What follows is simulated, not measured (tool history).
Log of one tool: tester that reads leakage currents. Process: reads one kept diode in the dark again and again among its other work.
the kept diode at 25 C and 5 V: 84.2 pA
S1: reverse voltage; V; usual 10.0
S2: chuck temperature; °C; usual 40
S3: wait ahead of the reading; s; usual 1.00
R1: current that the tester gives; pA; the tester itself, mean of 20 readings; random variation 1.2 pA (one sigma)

run    hour    S1  S2    S3       R1
  1     0.0  10.0  40  1.00   385.31
  2    79.2  10.0  26  1.00   147.57
  3   135.4  10.0  31  1.00   206.46
  4   182.0  10.0  31  1.00   206.26
  5   257.8  10.0  43  1.00   467.86
  6   299.1  10.0  43  1.00   464.15
  7   363.0  10.0  43  1.00   467.58
  8   445.2  10.0  40  1.00   378.79
  9   510.4  10.0  40  1.00   377.92
 10   582.9  10.0  40  1.00   377.05
 11   654.9  10.0  40  1.00   377.27
      689.9  -- tester calibrated
 12   712.6  10.0  40  1.00   372.67
 13   800.2  10.0  30  1.00   187.84
 14   876.3  10.0  40  1.00   370.69
 15   951.0  10.0  40  1.24   367.31
 16  1036.2  10.0  40  1.24   368.93
 17  1094.8  10.0  40  1.24   366.25
     1114.2  -- probe card cleaned and baked
 18  1141.2  10.0  40  1.24   338.60
 19  1220.1  10.0  40  1.24   337.46
 20  1285.3  10.0  40  1.24   336.67
 21  1370.5   5.5  45  1.14   342.09
 22  1419.7   5.5  45  1.14   342.62
 23  1504.9  11.5  34  4.57   230.23
 24  1582.7   2.2  31  0.44    71.93
 25  1661.1  10.0  40  0.30   340.89
 26  1721.6  10.0  25  1.33   106.55
     1802.8  -- chuck's temperature calibrated
 27  1807.8   6.9  22  1.00    84.43
 28  1855.3   4.1  40  2.26   239.38
 29  1913.9   2.1  42  1.00   189.20
 30  1986.3   2.9  57  0.78   636.96
 31  2066.9   2.8  22  3.82    48.52
 32  2125.5   1.9  43  0.48   191.33
 33  2209.2   1.9  43  0.48   190.61
 34  2282.5   8.6  27  1.00   140.24
 35  2371.4  10.0  34  4.83   253.66
 36  2414.9  10.0  54  2.21  1033.19
 37  2480.0  10.0  46  0.90   602.48
 38  2563.0   6.5  40  0.56   308.27
 39  2636.4  11.8  49  6.48   798.04

Forecast each of these 3 alternatives for the next run:
  A  2676.1  10.0  40  0.78   ?
  B  2676.1  11.8  39  6.48   ?
  C  2676.1   4.1  55  6.48   ?

run      R1
  A  392.64
  B  396.66
  C  654.50
Without the tool's hidden state the same runs would have given:
run      R1
  A  399.95
  B  402.75
  C  676.29
